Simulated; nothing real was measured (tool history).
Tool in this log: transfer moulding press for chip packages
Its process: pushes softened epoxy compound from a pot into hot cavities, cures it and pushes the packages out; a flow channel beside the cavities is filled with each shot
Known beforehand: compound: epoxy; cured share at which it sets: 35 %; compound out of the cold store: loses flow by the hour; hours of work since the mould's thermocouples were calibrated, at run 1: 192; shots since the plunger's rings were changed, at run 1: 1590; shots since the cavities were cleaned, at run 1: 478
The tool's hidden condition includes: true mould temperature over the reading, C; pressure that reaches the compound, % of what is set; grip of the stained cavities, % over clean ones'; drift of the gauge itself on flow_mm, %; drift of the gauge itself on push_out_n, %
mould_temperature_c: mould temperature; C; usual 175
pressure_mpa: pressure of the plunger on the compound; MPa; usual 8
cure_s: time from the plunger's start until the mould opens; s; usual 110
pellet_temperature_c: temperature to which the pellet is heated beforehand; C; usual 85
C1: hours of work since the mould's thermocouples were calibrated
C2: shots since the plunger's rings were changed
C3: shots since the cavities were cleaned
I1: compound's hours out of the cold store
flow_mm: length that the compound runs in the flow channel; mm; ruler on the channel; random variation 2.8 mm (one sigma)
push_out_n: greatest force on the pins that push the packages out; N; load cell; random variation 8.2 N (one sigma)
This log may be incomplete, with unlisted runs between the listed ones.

Run 1, hour 0: usual settings; C1 192; C2 1590; C3 478; I1 10. Result: flow_mm 811 mm, push_out_n 755 N.
At hour 6: cavities cleaned with cleaning compound and waxed.
Run 2, hour 32.4: usual settings but pressure_mpa 7.77 MPa; C1 216; C2 1961; C3 317; I1 47.3. Result: flow_mm 707 mm, push_out_n 589 N.
At hour 52.8: cavities cleaned with cleaning compound and waxed.
Run 3, hour 65.8: usual settings but pressure_mpa 7.77 MPa, pellet_temperature_c 91 C; C1 241; C2 2345; C3 157; I1 16.9. Result: flow_mm 768 mm, push_out_n 543 N.
Run 4, hour 93.6: usual settings but pressure_mpa 7.77 MPa, pellet_temperature_c 91 C; C1 263; C2 2679; C3 491; I1 26.1. Result: flow_mm 746 mm, push_out_n 710 N.
At hour 98.2: cavities cleaned with cleaning compound and waxed.
Run 5, hour 115: usual settings but cure_s 138 s; C1 278; C2 2919; C3 203; I1 35.1. Result: flow_mm 734 mm, push_out_n 466 N.
At hour 142.3: cavities cleaned with cleaning compound and waxed.
Run 6, hour 146: usual settings but pellet_temperature_c 94 C; C1 301; C2 3273; C3 44; I1 23.8. Result: flow_mm 756 mm, push_out_n 420 N.
At hour 186.1: cavities cleaned with cleaning compound and waxed.
Run 7, hour 186.1: usual settings but pellet_temperature_c 94 C; C1 331; C2 3737; C3 0; I1 24.9. Result: flow_mm 744 mm, push_out_n 349 N.
Run 8, hour 209.1: usual settings but cure_s 108 s; C1 349; C2 4014; C3 277; I1 44.8. Result: flow_mm 706 mm, push_out_n 607 N.
At hour 213.3: mould's thermocouples calibrated.
At hour 215.8: plunger's sealing rings changed.
At hour 237: cavities cleaned with cleaning compound and waxed.
Run 9, hour 262.9: usual settings but cure_s 108 s; C1 36; C2 548; C3 312; I1 17.2. Result: flow_mm 801 mm, push_out_n 628 N.
At hour 280.2: cavities cleaned with cleaning compound and waxed.
Run 10, hour 303.8: usual settings but cure_s 108 s; C1 66; C2 1022; C3 283; I1 38.8. Result: flow_mm 746 mm, push_out_n 596 N.
At hour 318: mould's thermocouples calibrated, once more.
At hour 327.2: cavities cleaned with cleaning compound and waxed.
Run 11, hour 340.4: usual settings but cure_s 108 s; C1 16; C2 1420; C3 159; I1 39.5. Result: flow_mm 736 mm, push_out_n 510 N.
At hour 371.5: cavities cleaned with cleaning compound and waxed.
Run 12, hour 390: usual settings but cure_s 115 s; C1 54; C2 1998; C3 222; I1 23. Result: flow_mm 775 mm, push_out_n 550 N.
At hour 414.3: cavities cleaned with cleaning compound and waxed.
Run 13, hour 431.9: usual settings but cure_s 115 s; C1 85; C2 2483; C3 211; I1 13.1. Result: flow_mm 791 mm, push_out_n 540 N.
At hour 458.7: cavities cleaned with cleaning compound and waxed.
Run 14, hour 477.8: usual settings but cure_s 115 s; C1 120; C2 3017; C3 230; I1 20.7. Result: flow_mm 764 mm, push_out_n 520 N.
At hour 502.4: cavities cleaned with cleaning compound and waxed.
Run 15, hour 510.2: usual settings but cure_s 115 s; C1 144; C2 3389; C3 93; I1 38.6. Result: flow_mm 724 mm, push_out_n 445 N.
Run 16, hour 533.9: usual settings but mould_temperature_c 182 C, pressure_mpa 8.92 MPa, cure_s 115 s, pellet_temperature_c 83 C; C1 163; C2 3674; C3 378; I1 18.4. Result: flow_mm 787 mm, push_out_n 545 N.
At hour 546.3: cavities cleaned with cleaning compound and waxed.
At hour 570.4: plunger's sealing rings changed.
Run 17, hour 583.9: usual settings but cure_s 94 s, pellet_temperature_c 89 C; C1 199; C2 162; C3 422; I1 38.7. Result: flow_mm 758 mm, push_out_n 859 N.
At hour 592.7: cavities cleaned with cleaning compound and waxed.
Run 18, hour 622.5: usual settings but cure_s 94 s, pellet_temperature_c 89 C; C1 228; C2 608; C3 358; I1 31.5. Result: flow_mm 769 mm, push_out_n 827 N.
At hour 637.3: cavities cleaned with cleaning compound and waxed.
Run 19, hour 653.5: usual settings but pressure_mpa 9.86 MPa, pellet_temperature_c 87 C; C1 251; C2 962; C3 194; I1 28.3. Result: flow_mm 855 mm, push_out_n 545 N.
At hour 680.2: cavities cleaned with cleaning compound and waxed.
Run 20, hour 686.3: usual settings but mould_temperature_c 178 C, pressure_mpa 8.34 MPa, cure_s 136 s; C1 275; C2 1339; C3 73; I1 47.3. Result: flow_mm 729 mm, push_out_n 373 N.
Run 21, hour 706.4: usual settings but mould_temperature_c 178 C, pressure_mpa 8.34 MPa, cure_s 136 s; C1 291; C2 1581; C3 315; I1 24.5. Result: flow_mm 782 mm, push_out_n 540 N.
At hour 722.9: cavities cleaned with cleaning compound and waxed.
Run 22, hour 734.4: usual settings but mould_temperature_c 178 C, pressure_mpa 8.34 MPa, cure_s 136 s; C1 312; C2 1900; C3 139; I1 21.4. Result: flow_mm 779 mm, push_out_n 426 N.
At hour 766.7: cavities cleaned with cleaning compound and waxed.
Run 23, hour 783.7: usual settings but mould_temperature_c 178 C, pressure_mpa 8.34 MPa, cure_s 136 s; C1 349; C2 2474; C3 205; I1 8.6. Result: flow_mm 805 mm, push_out_n 463 N.
At hour 811.3: cavities cleaned with cleaning compound and waxed.
Run 24, hour 818.5: usual settings but pressure_mpa 6.58 MPa, cure_s 136 s; C1 375; C2 2874; C3 86; I1 39.8. Result: flow_mm 656 mm, push_out_n 395 N.
Run 25, hour 846.9: usual settings but cure_s 135 s, pellet_temperature_c 87 C; C1 397; C2 3215; C3 427; I1 29.1. Result: flow_mm 748 mm, push_out_n 584 N.
At hour 856.5: cavities cleaned with cleaning compound and waxed.
Run 26, hour 886.5: usual settings but cure_s 135 s, pellet_temperature_c 87 C; C1 427; C2 3674; C3 361; I1 29.9. Result: flow_mm 735 mm, push_out_n 531 N.
At hour 899.1: cavities cleaned with cleaning compound and waxed.
Run 27, hour 909.1: usual settings but cure_s 135 s, pellet_temperature_c 87 C; C1 444; C2 3928; C3 121; I1 9.7. Result: flow_mm 783 mm, push_out_n 437 N.

Here are 3 independent what-if runs from the current tool condition. What would each one return?
At hour 921.3: plunger's sealing rings changed.
At hour 947.3: cavities cleaned with cleaning compound and waxed.
Run A, hour 949.1: usual settings but mould_temperature_c 174 C, cure_s 140 s, pellet_temperature_c 92 C; C1 472; C2 316; C3 22; I1 28.4. Result: flow_mm ?, push_out_n ?.
At hour 921.3: plunger's sealing rings changed.
At hour 947.3: cavities cleaned with cleaning compound and waxed.
Run B, hour 949.1: usual settings but mould_temperature_c 171 C, cure_s 139 s, pellet_temperature_c 87 C; C1 472; C2 316; C3 22; I1 42. Result: flow_mm ?, push_out_n ?.
At hour 921.3: plunger's sealing rings changed.
At hour 947.3: cavities cleaned with cleaning compound and waxed.
Run C, hour 949.1: usual settings but pressure_mpa 8.43 MPa; C1 472; C2 316; C3 22; I1 11.5. Result: flow_mm ?, push_out_n ?.

run  flow_mm  push_out_n
  A      776         325
  B      753         346
  C      841         368
The same runs, with their run-to-run variation unchanged, on a tool lacking any hidden condition would have given:
run  flow_mm  push_out_n
  A      781         306
  B      758         328
  C      847         353
